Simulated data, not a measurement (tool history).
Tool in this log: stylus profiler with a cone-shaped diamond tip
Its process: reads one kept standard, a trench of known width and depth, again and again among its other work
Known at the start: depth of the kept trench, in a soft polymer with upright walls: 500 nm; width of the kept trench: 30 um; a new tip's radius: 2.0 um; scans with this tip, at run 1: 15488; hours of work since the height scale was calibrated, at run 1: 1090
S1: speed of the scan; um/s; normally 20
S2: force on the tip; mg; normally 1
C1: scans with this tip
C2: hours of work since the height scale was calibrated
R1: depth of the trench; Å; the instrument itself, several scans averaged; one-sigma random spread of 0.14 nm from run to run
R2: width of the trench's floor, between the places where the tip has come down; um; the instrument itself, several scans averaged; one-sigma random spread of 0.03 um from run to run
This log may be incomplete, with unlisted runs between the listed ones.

Run 1, day 0: usual settings; C1 15488; C2 1090. Result: R1 5002 Å, R2 26.07 um.
Run 2, day 2.004: usual settings but S2 0.4 mg; C1 15941; C2 1122. Result: R1 4989.3 Å, R2 26 um.
Run 3, day 4.317: usual settings but S2 0.4 mg; C1 16466; C2 1159. Result: R1 4987 Å, R2 25.9 um.
Run 4, day 6.275: usual settings but S1 19 um/s; C1 16909; C2 1190. Result: R1 4999.3 Å, R2 26.1 um.
Run 5, day 7.858: usual settings but S2 0.88 mg; C1 17268; C2 1216. Result: R1 4995 Å, R2 26.04 um.
Run 6, day 10.042: usual settings but S2 1.67 mg; C1 17762; C2 1250. Result: R1 5007.8 Å, R2 26.06 um.
Run 7, day 11.738: usual settings but S2 1.67 mg; C1 18146; C2 1278. Result: R1 5009 Å, R2 26.02 um.
Run 8, day 12.912: usual settings but S2 1.67 mg; C1 18413; C2 1296. Result: R1 5006.3 Å, R2 26.04 um.
Run 9, day 14.779: usual settings but S2 1.67 mg; C1 18835; C2 1326. Result: R1 5004.2 Å, R2 25.97 um.
Run 10, day 16.683: usual settings but S2 2.38 mg; C1 19267; C2 1356. Result: R1 5015.3 Å, R2 26.02 um.
Run 11, day 18.375: usual settings; C1 19650; C2 1383. Result: R1 4992.6 Å, R2 25.9 um.
Run 12, day 20.808: usual settings; C1 20201; C2 1422. Result: R1 4993.3 Å, R2 25.89 um.
Run 13, day 23.367: usual settings; C1 20781; C2 1463. Result: R1 4992.8 Å, R2 25.8 um.
Run 14, day 24.879: usual settings but S1 23 um/s; C1 21124; C2 1487. Result: R1 4991.1 Å, R2 25.78 um.
Run 15, day 27.075: usual settings but S1 23 um/s; C1 21622; C2 1522. Result: R1 4989.9 Å, R2 25.72 um.
Run 16, day 29.375: usual settings but S1 13 um/s; C1 22143; C2 1559. Result: R1 4991.3 Å, R2 25.81 um.
Run 17, day 31.021: usual settings but S1 13 um/s; C1 22515; C2 1585. Result: R1 4991.5 Å, R2 25.87 um.
Run 18, day 33.471: usual settings but S1 13 um/s; C1 23070; C2 1624. Result: R1 4987 Å, R2 25.8 um.
Run 19, day 36.167: usual settings but S1 13 um/s; C1 23681; C2 1667. Result: R1 4987.3 Å, R2 25.73 um.
Run 20, day 37.596: usual settings but S2 1.3 mg; C1 24005; C2 1690. Result: R1 4991 Å, R2 25.7 um.
Run 21, day 40.271: usual settings but S1 16 um/s; C1 24610; C2 1733. Result: R1 4986.3 Å, R2 25.71 um.
Run 22, day 42.433: usual settings but S1 16 um/s; C1 25101; C2 1767. Result: R1 4985.7 Å, R2 25.69 um.
Run 23, day 44.767: usual settings but S1 16 um/s; C1 25629; C2 1804. Result: R1 4985.4 Å, R2 25.64 um.
Run 24, day 47.262: usual settings but S1 7 um/s; C1 26195; C2 1844. Result: R1 4983.2 Å, R2 25.7 um.
At day 47.8: height scale calibrated on a step standard.
Run 25, day 48.867: usual settings but S1 34 um/s, S2 1.92 mg; C1 26553; C2 17. Result: R1 5041.4 Å, R2 25.51 um.
Run 26, day 50.879: usual settings but S1 5 um/s, S2 1.16 mg; C1 27010; C2 49. Result: R1 5028 Å, R2 25.69 um.
Run 27, day 52.85: usual settings but S1 28 um/s, S2 1.16 mg; C1 27456; C2 81. Result: R1 5027.5 Å, R2 25.44 um.
Run 28, day 53.996: usual settings but S1 14 um/s, S2 1.32 mg; C1 27716; C2 99. Result: R1 5030 Å, R2 25.55 um.
At day 55.804: new tip fitted, height scale calibrated.
Run 29, day 56.758: usual settings but S1 14 um/s, S2 1.71 mg; C1 216; C2 15. Result: R1 5039.2 Å, R2 27.15 um.
Run 30, day 58.288: usual settings but S1 7 um/s, S2 1.5 mg; C1 563; C2 40. Result: R1 5035.7 Å, R2 27.2 um.
Run 31, day 60.796: usual settings but S1 15 um/s, S2 0.94 mg; C1 1131; C2 80. Result: R1 5021.7 Å, R2 27.09 um.

Run 32 has not been measured yet. What should we expect?
Run 32, day 62.142: usual settings but S1 38 um/s, S2 2.93 mg; C1 1436; C2 101. Result: R1 ?, R2 ?.

{"run 32": {"R1": 5056.3, "R2": 27}}
If the tool had no hidden condition, the same run with the same run-to-run variation would have returned R1 5058.2 Å, R2 27.14 um.
